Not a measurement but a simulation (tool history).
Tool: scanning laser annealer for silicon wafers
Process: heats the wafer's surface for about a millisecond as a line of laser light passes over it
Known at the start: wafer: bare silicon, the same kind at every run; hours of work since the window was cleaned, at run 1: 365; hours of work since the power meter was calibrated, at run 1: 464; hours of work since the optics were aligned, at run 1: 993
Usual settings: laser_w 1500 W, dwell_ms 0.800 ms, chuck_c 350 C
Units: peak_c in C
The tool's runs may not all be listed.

run	day	laser_w	dwell_ms	chuck_c	hours of work since the window was cleaned	hours of work since the power meter was calibrated	hours of work since the optics were aligned	peak_c
1	0.000	1500	0.800	350	365	464	993	1162
# day 0.829: window over the wafer cleaned
2	2.971	1500	0.800	350	41	519	1048	1160
3	4.479	1500	0.800	350	69	548	1076	1160
4	6.133	1500	0.800	350	101	579	1108	1158
5	8.004	1500	0.800	350	136	615	1143	1158
6	10.762	1500	0.800	350	189	667	1196	1163
7	13.779	1290	0.800	350	246	725	1253	1040
# day 14.867: optics aligned, line set to its width
8	15.804	1290	0.800	350	281	759	18	1041
9	18.579	1500	0.800	350	334	812	71	1160
10	20.721	1500	0.800	350	374	853	111	1161
# day 21.179: window over the wafer cleaned
11	23.829	1500	0.800	350	50	910	169	1159
12	26.442	1551	0.800	350	100	960	219	1188
13	29.404	1551	0.800	350	156	1016	275	1190
14	32.146	1551	0.800	350	209	1069	327	1191
15	33.442	1500	0.800	350	233	1093	352	1162
16	35.938	1500	0.800	350	281	1141	399	1161
17	38.546	1321	0.800	348	330	1190	449	1055
18	39.838	1321	0.800	348	355	1215	473	1052
# day 41.229: window over the wafer cleaned
19	42.808	1321	0.800	348	30	1270	528	1055
20	45.529	1321	0.800	348	82	1321	580	1058
21	47.771	1411	0.883	388	124	1364	623	1188
22	50.071	1411	0.883	388	168	1408	666	1186
23	52.038	1277	0.800	347	206	1445	704	1029
24	54.654	1277	0.800	347	255	1495	754	1027
25	57.742	1429	0.800	382	314	1554	812	1151
26	59.629	1540	0.910	345	350	1590	848	1229
27	60.925	1500	0.931	350	375	1614	873	1225
# day 61.221: window over the wafer cleaned
28	62.696	1421	0.931	350	28	1646	905	1180
29	65.362	1493	0.575	386	79	1697	956	1070
30	68.379	1500	0.831	350	136	1754	1013	1178
31	70.317	1500	0.823	384	173	1791	1050	1203
32	73.071	1500	0.823	384	225	1844	1102	1207

4 ways to go on from here, each from the tool as it stands after run 32. What would each give?
A	75.738	1479	0.621	312	276	1894	1153	?
B	75.738	1500	0.567	346	276	1894	1153	?
C	75.738	1615	0.569	323	276	1894	1153	?
D	75.738	1562	0.628	350	276	1894	1153	?

run	peak_c
A	1017
B	1029
C	1067
D	1101
Without the tool's hidden state the same runs would have given:
run	peak_c
A	1017
B	1029
C	1068
D	1101
